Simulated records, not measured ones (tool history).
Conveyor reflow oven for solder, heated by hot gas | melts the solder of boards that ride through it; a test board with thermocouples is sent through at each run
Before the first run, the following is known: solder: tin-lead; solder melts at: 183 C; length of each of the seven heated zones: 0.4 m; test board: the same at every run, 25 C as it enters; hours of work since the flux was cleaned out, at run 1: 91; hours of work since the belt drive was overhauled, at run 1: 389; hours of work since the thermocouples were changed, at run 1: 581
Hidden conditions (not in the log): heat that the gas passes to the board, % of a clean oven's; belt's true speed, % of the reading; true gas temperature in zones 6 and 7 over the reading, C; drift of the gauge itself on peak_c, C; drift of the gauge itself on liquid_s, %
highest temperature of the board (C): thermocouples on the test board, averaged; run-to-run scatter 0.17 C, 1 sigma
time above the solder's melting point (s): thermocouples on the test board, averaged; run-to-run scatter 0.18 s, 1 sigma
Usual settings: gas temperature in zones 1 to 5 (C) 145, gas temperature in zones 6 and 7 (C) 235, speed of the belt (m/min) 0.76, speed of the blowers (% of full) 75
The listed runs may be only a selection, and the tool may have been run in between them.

run,hour,gas temperature in zones 1 to 5 (C),gas temperature in zones 6 and 7 (C),speed of the belt (m/min),speed of the blowers (% of full),hours of work since the flux was cleaned out,hours of work since the belt drive was overhauled,hours of work since the thermocouples were changed,highest temperature of the board (C),time above the solder's melting point (s)
1,0,145,235,0.76,75,91,389,581,219.8,51
2,12.8,145,235,0.76,75,101,399,591,219.5,51.4
3,25.8,145,240,0.76,75,111,409,601,224.1,53.7
4,32.2,145,240,0.76,75,116,414,606,224.2,53.6
5,45.7,145,240,0.76,75,126,424,617,224.5,53.6
6,57.9,145,240,0.76,75,135,434,626,223.8,53.5
7,69.5,145,240,0.76,75,144,443,635,224,53.8
8,81.5,145,235,0.76,75,154,452,644,219.5,51.7
9,89.2,145,235,0.76,75,160,458,650,219.8,51.4
10,99,145,235,0.76,75,167,466,658,219.7,51.7
11,109,145,235,0.76,75,175,473,666,219.9,51.4
12,121,145,235,0.661,75,184,483,675,223.7,62.2
13,133.5,145,235,0.661,75,194,492,685,223.8,62.5
14,141.8,145,235,0.661,75,200,499,691,223.6,61.8
15,148.8,145,235,0.76,75,206,504,696,219.7,51.5
# hour 153.8: belt drive overhauled, speed set with a stopwatch
16,168,145,235,0.76,75,217,11,708,219.8,51.6
17,181.8,145,240,0.772,75,228,22,719,223.7,52.5
18,190.7,145,240,0.772,75,235,28,726,223.6,52.5
19,201.9,145,225,0.76,68,244,37,734,209.8,44.4
# hour 213.9: belt drive overhauled, speed set with a stopwatch, once more
20,217.7,145,238,0.707,66,253,3,743,222.5,56.1
21,227.8,154,250,0.707,72,261,11,751,235.7,65.9
22,242.2,154,250,0.707,72,272,22,762,235.7,66.1
23,250.6,154,250,0.707,72,278,28,769,235.8,66.1
24,259.4,152,235,0.76,62,285,35,776,217.9,51.9
25,273.2,136,245,0.618,65,296,46,786,231.6,67.1
# hour 287.4: flux residue cleaned out of gas plates and filters
26,290.3,130,245,0.618,70,2,55,796,233,66.2
27,300.5,146,225,0.781,75,10,63,804,211.4,44.6
28,309.9,146,235,0.76,75,17,70,811,220.9,52.4
29,318.3,136,235,0.7,75,24,77,817,221.6,54.2
30,329.3,136,235,0.76,58,32,85,826,214.7,44.4

Each row is a separate what-if for the run after 30, all from the same tool condition, not one after another. Results?
A,338.5,151,235,0.785,58,39,92,833,?,?
B,338.5,139,235,0.76,76,39,92,833,?,?
C,338.5,145,235,0.731,52,39,92,833,?,?

run,highest temperature of the board (C),time above the solder's melting point (s)
A,216.9,49.2
B,220,49.1
C,216.2,50.3
Take away the tool's hidden state, keep each run's random variation, and the runs would have read:
run,highest temperature of the board (C),time above the solder's melting point (s)
A,215.5,48.2
B,218.6,48.2
C,214.8,49.2
